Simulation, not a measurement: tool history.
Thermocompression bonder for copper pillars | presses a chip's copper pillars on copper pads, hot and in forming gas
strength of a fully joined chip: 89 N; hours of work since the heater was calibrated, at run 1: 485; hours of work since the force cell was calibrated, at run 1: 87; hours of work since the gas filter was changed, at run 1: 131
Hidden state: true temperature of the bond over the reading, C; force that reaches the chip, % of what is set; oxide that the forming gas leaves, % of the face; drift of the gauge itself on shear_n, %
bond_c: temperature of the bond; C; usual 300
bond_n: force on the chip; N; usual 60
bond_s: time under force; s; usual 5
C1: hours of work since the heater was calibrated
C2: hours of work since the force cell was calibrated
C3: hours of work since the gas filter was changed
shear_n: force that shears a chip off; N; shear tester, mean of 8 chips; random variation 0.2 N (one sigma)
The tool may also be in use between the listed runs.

Run 1, hour 0: usual settings; C1 485; C2 87; C3 131. Result: shear_n 33.9 N.
Run 2, hour 11.3: usual settings; C1 491; C2 93; C3 137. Result: shear_n 34.1 N.
Run 3, hour 22.3: usual settings; C1 496; C2 99; C3 143. Result: shear_n 34.1 N.
Run 4, hour 35.3: usual settings; C1 503; C2 105; C3 149. Result: shear_n 34.3 N.
Run 5, hour 46.3: usual settings; C1 508; C2 111; C3 155. Result: shear_n 34.1 N.
Run 6, hour 54.4: usual settings but bond_s 4 s; C1 513; C2 115; C3 159. Result: shear_n 31.2 N.
Run 7, hour 67.8: usual settings but bond_n 64 N; C1 519; C2 122; C3 166. Result: shear_n 35.9 N.
Run 8, hour 79.6: usual settings but bond_n 64 N; C1 525; C2 128; C3 172. Result: shear_n 36.3 N.
Run 9, hour 87.3: usual settings but bond_n 64 N; C1 529; C2 132; C3 176. Result: shear_n 36 N.
Run 10, hour 95.9: usual settings but bond_n 58 N; C1 534; C2 136; C3 180. Result: shear_n 32.7 N.
Run 11, hour 103.9: usual settings but bond_n 58 N; C1 538; C2 140; C3 184. Result: shear_n 32.9 N.
Run 12, hour 114.1: usual settings but bond_s 10 s; C1 543; C2 145; C3 190. Result: shear_n 43.8 N.
Run 13, hour 121.9: usual settings; C1 547; C2 149; C3 194. Result: shear_n 34.2 N.
Run 14, hour 131.2: usual settings; C1 552; C2 154; C3 198. Result: shear_n 34.1 N.
Run 15, hour 138.6: usual settings; C1 555; C2 158; C3 202. Result: shear_n 33.9 N.
Run 16, hour 146.6: usual settings but bond_c 319 C; C1 559; C2 162; C3 206. Result: shear_n 39.8 N.
Run 17, hour 161.6: usual settings; C1 567; C2 170; C3 214. Result: shear_n 33.9 N.
Run 18, hour 171: usual settings; C1 572; C2 174; C3 218. Result: shear_n 34 N.
Run 19, hour 185.2: usual settings but bond_n 42 N; C1 579; C2 182; C3 226. Result: shear_n 23.2 N.
Run 20, hour 197.9: usual settings but bond_c 296 C; C1 586; C2 188; C3 232. Result: shear_n 32.8 N.
Run 21, hour 211.7: usual settings but bond_c 296 C; C1 593; C2 195; C3 239. Result: shear_n 33 N.
Run 22, hour 221.8: usual settings but bond_c 313 C, bond_n 86 N; C1 598; C2 200; C3 244. Result: shear_n 52.7 N.
Run 23, hour 235.5: usual settings but bond_c 293 C; C1 605; C2 207; C3 251. Result: shear_n 32.1 N.
Run 24, hour 249.6: usual settings but bond_c 305 C, bond_s 7 s; C1 612; C2 214; C3 258. Result: shear_n 40.1 N.
At hour 258.9: forming gas filter changed.
Run 25, hour 264: usual settings but bond_c 328 C, bond_n 83 N, bond_s 3 s; C1 619; C2 221; C3 3. Result: shear_n 48.1 N.
Run 26, hour 277.5: usual settings but bond_c 316 C, bond_n 41 N, bond_s 7 s; C1 626; C2 228; C3 9. Result: shear_n 30 N.
Run 27, hour 284: usual settings but bond_c 316 C, bond_n 41 N, bond_s 7 s; C1 629; C2 232; C3 13. Result: shear_n 30.2 N.
Run 28, hour 292.5: usual settings but bond_c 316 C, bond_n 40 N, bond_s 4 s; C1 633; C2 236; C3 17. Result: shear_n 23.2 N.
Run 29, hour 304: usual settings but bond_c 316 C, bond_n 40 N, bond_s 4 s; C1 639; C2 242; C3 23. Result: shear_n 22.7 N.
Run 30, hour 313.5: usual settings but bond_c 316 C, bond_n 40 N, bond_s 4 s; C1 644; C2 247; C3 28. Result: shear_n 23.2 N.
Run 31, hour 322.4: usual settings but bond_c 294 C, bond_n 64 N, bond_s 10 s; C1 649; C2 251; C3 32. Result: shear_n 44.5 N.
Run 32, hour 337.2: usual settings but bond_c 309 C, bond_n 49 N, bond_s 7 s; C1 656; C2 259; C3 40. Result: shear_n 33.7 N.
Run 33, hour 353.4: usual settings but bond_c 309 C, bond_n 49 N, bond_s 7 s; C1 664; C2 267; C3 48. Result: shear_n 33.9 N.
Run 34, hour 364.2: usual settings but bond_c 323 C, bond_n 44 N; C1 670; C2 272; C3 54. Result: shear_n 30.2 N.
Run 35, hour 376.2: usual settings but bond_c 288 C; C1 676; C2 278; C3 60. Result: shear_n 30.7 N.
Run 36, hour 391.3: usual settings but bond_c 319 C, bond_n 54 N, bond_s 14 s; C1 684; C2 286; C3 67. Result: shear_n 51.2 N.
Run 37, hour 400.8: usual settings but bond_c 284 C, bond_n 66 N, bond_s 8 s; C1 689; C2 291; C3 72. Result: shear_n 38.7 N.
Run 38, hour 417: usual settings but bond_c 284 C, bond_n 77 N, bond_s 7 s; C1 697; C2 299; C3 80. Result: shear_n 43.3 N.
Run 39, hour 423.8: usual settings but bond_c 292 C, bond_s 6 s; C1 700; C2 303; C3 84. Result: shear_n 34.1 N.
Run 40, hour 436.4: usual settings but bond_c 321 C, bond_n 41 N, bond_s 4 s; C1 707; C2 309; C3 90. Result: shear_n 24.8 N.
Run 41, hour 451.9: usual settings but bond_n 73 N; C1 715; C2 317; C3 98. Result: shear_n 41.4 N.

3 ways to go on from here, each from the tool as it stands after run 41. What would each give?
Run A, hour 459.6: usual settings but bond_c 329 C, bond_n 54 N, bond_s 3 s; C1 718; C2 321; C3 102. Result: shear_n ?.
Run B, hour 459.6: usual settings but bond_c 292 C, bond_n 68 N, bond_s 3 s; C1 718; C2 321; C3 102. Result: shear_n ?.
Run C, hour 459.6: usual settings but bond_c 288 C, bond_n 41 N; C1 718; C2 321; C3 102. Result: shear_n ?.

run  shear_n
  A     31.9
  B     29.4
  C       20
Without the tool's hidden state the same runs would have given:
run  shear_n
  A       32
  B     29.5
  C     20.1

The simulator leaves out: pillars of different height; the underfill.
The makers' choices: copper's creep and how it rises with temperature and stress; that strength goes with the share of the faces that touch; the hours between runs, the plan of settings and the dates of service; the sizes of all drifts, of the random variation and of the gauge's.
